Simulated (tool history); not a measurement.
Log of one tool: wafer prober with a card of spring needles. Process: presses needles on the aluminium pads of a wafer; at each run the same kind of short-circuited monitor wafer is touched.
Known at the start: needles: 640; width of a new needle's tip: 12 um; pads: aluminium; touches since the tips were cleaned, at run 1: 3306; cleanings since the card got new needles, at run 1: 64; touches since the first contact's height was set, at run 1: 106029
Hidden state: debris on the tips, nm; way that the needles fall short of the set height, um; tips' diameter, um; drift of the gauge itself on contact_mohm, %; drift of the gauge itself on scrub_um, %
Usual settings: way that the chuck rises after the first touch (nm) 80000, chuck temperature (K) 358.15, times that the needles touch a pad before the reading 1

| run | hour | way that the chuck rises after the first touch (nm) | chuck temperature (K) | times that the needles touch a pad before the reading | touches since the tips were cleaned | cleanings since the card got new needles | touches since the first contact's height was set | resistance of one needle with its contact and lead (mohm) | way that a needle slides on the pad (nm) |
|---|---|---|---|---|---|---|---|---|---|
| 1 | 0 | 80000 | 358.15 | 1 | 3306 | 64 | 106029 | 149 | 14130 |
|  | 12.8 | tips cleaned on abrasive film |
| 2 | 21.5 | 80000 | 358.15 | 1 | 1866 | 65 | 110650 | 149 | 14070 |
|  | 41.4 | tips cleaned on abrasive film |
| 3 | 61 | 80000 | 358.15 | 2 | 4246 | 66 | 119180 | 148 | 14090 |
|  | 70.6 | tips cleaned on abrasive film |
| 4 | 90.8 | 80000 | 392.15 | 2 | 4362 | 67 | 125588 | 152 | 14100 |
|  | 99.6 | tips cleaned on abrasive film |
| 5 | 113.5 | 80000 | 358.15 | 1 | 3017 | 68 | 130489 | 152 | 14090 |
|  | 127.7 | tips cleaned on abrasive film |
| 6 | 139.5 | 80000 | 358.15 | 1 | 2552 | 69 | 136083 | 151 | 13950 |
|  | 155.4 | tips cleaned on abrasive film |
| 7 | 166.8 | 80000 | 358.15 | 1 | 2468 | 70 | 141967 | 152 | 14040 |
|  | 185.8 | tips cleaned on abrasive film |
|  | 215.2 | tips cleaned on abrasive film |
| 8 | 215.2 | 80000 | 358.15 | 1 | 0 | 72 | 152377 | 142 | 13990 |
|  | 238.3 | height of the first contact set anew |
|  | 244.4 | tips cleaned on abrasive film |
| 9 | 263.2 | 80000 | 311.15 | 1 | 4079 | 73 | 5370 | 145 | 14380 |
|  | 272.8 | tips cleaned on abrasive film |
|  | 302.4 | tips cleaned on abrasive film |
| 10 | 311.8 | 85000 | 329.15 | 3 | 2015 | 75 | 15820 | 136 | 15220 |
|  | 332.8 | tips cleaned on abrasive film |
| 11 | 346.6 | 64000 | 308.15 | 2 | 2977 | 76 | 23325 | 146 | 11360 |
|  | 362 | tips cleaned on abrasive film |
| 12 | 373.2 | 64000 | 308.15 | 2 | 2431 | 77 | 29060 | 142 | 11390 |
|  | 389.9 | tips cleaned on abrasive film |
| 13 | 402 | 80000 | 358.15 | 1 | 2601 | 78 | 35257 | 147 | 14280 |
|  | 419.7 | tips cleaned on abrasive film |
| 14 | 427 | 88000 | 358.15 | 1 | 1575 | 79 | 40646 | 146 | 15780 |
|  | 449.8 | tips cleaned on abrasive film |
| 15 | 468.7 | 70000 | 358.15 | 1 | 4097 | 80 | 49647 | 156 | 12470 |
|  | 479.7 | tips cleaned on abrasive film |
|  | 509.1 | tips cleaned on abrasive film |
| 16 | 509.3 | 64000 | 358.15 | 3 | 43 | 82 | 58386 | 142 | 11250 |

Forecast each of these 4 alternatives for the next run:
|  | 539.4 | tips cleaned on abrasive film |
| A | 558.4 | 80000 | 338.15 | 1 | 4109 | 83 | 68969 | ? | ? |
|  | 539.4 | tips cleaned on abrasive film |
| B | 558.4 | 76000 | 313.15 | 3 | 4109 | 83 | 68969 | ? | ? |
|  | 539.4 | tips cleaned on abrasive film |
| C | 558.4 | 63000 | 358.15 | 1 | 4109 | 83 | 68969 | ? | ? |
|  | 539.4 | tips cleaned on abrasive film |
| D | 558.4 | 88000 | 388.15 | 1 | 4109 | 83 | 68969 | ? | ? |

| run | resistance of one needle with its contact and lead (mohm) | way that a needle slides on the pad (nm) |
|---|---|---|
| A | 147 | 14140 |
| B | 140 | 13530 |
| C | 157 | 11160 |
| D | 151 | 15680 |
Without the tool's hidden state the same runs would have given:
| run | resistance of one needle with its contact and lead (mohm) | way that a needle slides on the pad (nm) |
|---|---|---|
| A | 137 | 14340 |
| B | 136 | 13730 |
| C | 140 | 11360 |
| D | 143 | 15880 |

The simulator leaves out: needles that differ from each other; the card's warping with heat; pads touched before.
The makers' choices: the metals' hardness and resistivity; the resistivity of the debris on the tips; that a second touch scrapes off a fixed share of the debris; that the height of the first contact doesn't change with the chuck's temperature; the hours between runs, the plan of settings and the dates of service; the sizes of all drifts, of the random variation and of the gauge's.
